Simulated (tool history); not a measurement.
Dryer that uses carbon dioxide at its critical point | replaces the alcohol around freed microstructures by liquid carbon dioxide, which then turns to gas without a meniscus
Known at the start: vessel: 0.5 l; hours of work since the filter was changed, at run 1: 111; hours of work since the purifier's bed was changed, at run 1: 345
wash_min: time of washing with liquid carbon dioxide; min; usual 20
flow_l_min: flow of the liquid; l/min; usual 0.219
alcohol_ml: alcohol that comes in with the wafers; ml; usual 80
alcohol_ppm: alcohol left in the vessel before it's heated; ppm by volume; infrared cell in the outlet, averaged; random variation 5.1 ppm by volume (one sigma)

| run | hour | wash_min | flow_l_min | alcohol_ml | hours of work since the filter was changed | hours of work since the purifier's bed was changed | alcohol_ppm |
|---|---|---|---|---|---|---|---|
| 1 | 0.0 | 20 | 0.219 | 80 | 111 | 345 | 89 |
| 2 | 28.0 | 20 | 0.219 | 80 | 132 | 366 | 98 |
| 3 | 56.0 | 20 | 0.219 | 80 | 153 | 388 | 103 |
| 4 | 84.4 | 29 | 0.219 | 80 | 175 | 410 | 43 |
| 5 | 104.8 | 29 | 0.219 | 80 | 191 | 425 | 44 |
| 6 | 138.7 | 29 | 0.360 | 80 | 217 | 451 | 44 |
| 7 | 159.0 | 29 | 0.360 | 80 | 232 | 467 | 45 |
| 8 | 186.7 | 20 | 0.219 | 80 | 253 | 488 | 131 |
| 9 | 205.0 | 20 | 0.219 | 80 | 267 | 502 | 128 |
| 10 | 231.0 | 20 | 0.219 | 80 | 287 | 521 | 148 |
| 11 | 255.8 | 20 | 0.219 | 80 | 306 | 540 | 153 |
| 12 | 289.7 | 20 | 0.219 | 80 | 332 | 566 | 154 |
| 13 | 320.4 | 20 | 0.219 | 80 | 355 | 590 | 158 |
| 14 | 345.1 | 20 | 0.219 | 80 | 374 | 609 | 171 |
| 15 | 361.2 | 20 | 0.219 | 80 | 387 | 621 | 173 |
| 16 | 383.0 | 20 | 0.219 | 83 | 403 | 638 | 183 |
| 17 | 397.8 | 20 | 0.219 | 83 | 414 | 649 | 186 |
| 18 | 427.2 | 20 | 0.219 | 83 | 437 | 671 | 187 |
| 19 | 443.7 | 20 | 0.219 | 83 | 450 | 684 | 205 |
| 20 | 475.4 | 20 | 0.219 | 83 | 474 | 708 | 205 |
| 21 | 509.1 | 26 | 0.200 | 55 | 499 | 734 | 97 |
|  | 525.0 | inlet filter changed |
| 22 | 538.8 | 26 | 0.199 | 86 | 10 | 756 | 89 |
| 23 | 566.0 | 26 | 0.199 | 38 | 31 | 777 | 82 |
| 24 | 599.6 | 29 | 0.233 | 80 | 57 | 802 | 88 |
| 25 | 632.5 | 18 | 0.229 | 44 | 82 | 827 | 133 |
| 26 | 651.0 | 15 | 0.229 | 44 | 96 | 842 | 260 |
| 27 | 677.5 | 15 | 0.229 | 44 | 116 | 862 | 262 |
| 28 | 708.6 | 20 | 0.219 | 104 | 140 | 886 | 165 |
| 29 | 740.3 | 30 | 0.148 | 22 | 164 | 910 | 96 |
| 30 | 758.2 | 30 | 0.148 | 22 | 178 | 923 | 99 |
| 31 | 776.7 | 23 | 0.219 | 69 | 192 | 938 | 104 |
| 32 | 799.5 | 25 | 0.166 | 60 | 210 | 955 | 160 |

The next listed run, before its measurement:
| 33 | 815.3 | 25 | 0.166 | 60 | 222 | 967 | ? |

Run 33 gave alcohol_ppm 173 ppm by volume.
Without the tool's hidden state the same run would have given alcohol_ppm 51 ppm by volume.
